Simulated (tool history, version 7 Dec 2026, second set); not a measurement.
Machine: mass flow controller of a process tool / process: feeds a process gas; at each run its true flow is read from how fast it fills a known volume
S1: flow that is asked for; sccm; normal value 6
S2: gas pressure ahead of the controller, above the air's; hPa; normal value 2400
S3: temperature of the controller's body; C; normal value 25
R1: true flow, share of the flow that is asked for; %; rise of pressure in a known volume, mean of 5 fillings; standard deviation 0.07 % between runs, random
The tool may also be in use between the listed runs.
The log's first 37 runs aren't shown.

Run 38, hour 3685.9: usual settings but S1 11 sccm, S2 1660 hPa, S3 30 C. Result: R1 99.87 %.
Run 39, hour 3796.2: usual settings but S1 11 sccm, S2 1660 hPa, S3 30 C. Result: R1 99.90 %.
Run 40, hour 3858.0: usual settings but S1 2 sccm, S2 2660 hPa, S3 24 C. Result: R1 98.33 %.
Run 41, hour 3922.1: usual settings but S1 2 sccm, S2 2660 hPa, S3 24 C. Result: R1 98.18 %.
Run 42, hour 3991.5: usual settings but S1 2 sccm, S2 2660 hPa, S3 24 C. Result: R1 98.04 %.
Run 43, hour 4119.2: usual settings but S1 2 sccm, S2 1590 hPa, S3 30 C. Result: R1 97.96 %.
Run 44, hour 4183.9: usual settings but S1 2 sccm, S2 2370 hPa, S3 21 C. Result: R1 98.34 %.
Run 45, hour 4301.4: usual settings but S1 17 sccm, S2 2550 hPa. Result: R1 100.69 %.
Run 46, hour 4369.0: usual settings but S2 1440 hPa. Result: R1 99.45 %.
Run 47, hour 4503.0: usual settings but S1 10 sccm, S2 1950 hPa. Result: R1 99.79 %.

Predict each of these 3 candidate next runs independently; none follows another, all start after run 47:
Run A, hour 4636.8: usual settings but S1 4 sccm, S2 2220 hPa, S3 32 C. Result: R1 ?.
Run B, hour 4636.8: usual settings but S1 5 sccm, S2 1950 hPa. Result: R1 ?.
Run C, hour 4636.8: usual settings but S1 10 sccm, S2 1950 hPa, S3 40 C. Result: R1 ?.

run     R1
  A  98.05
  B  99.04
  C  98.70
Had the tool no hidden state, the same runs would have come out as:
run     R1
  A  97.15
  B  98.01
  C  97.40
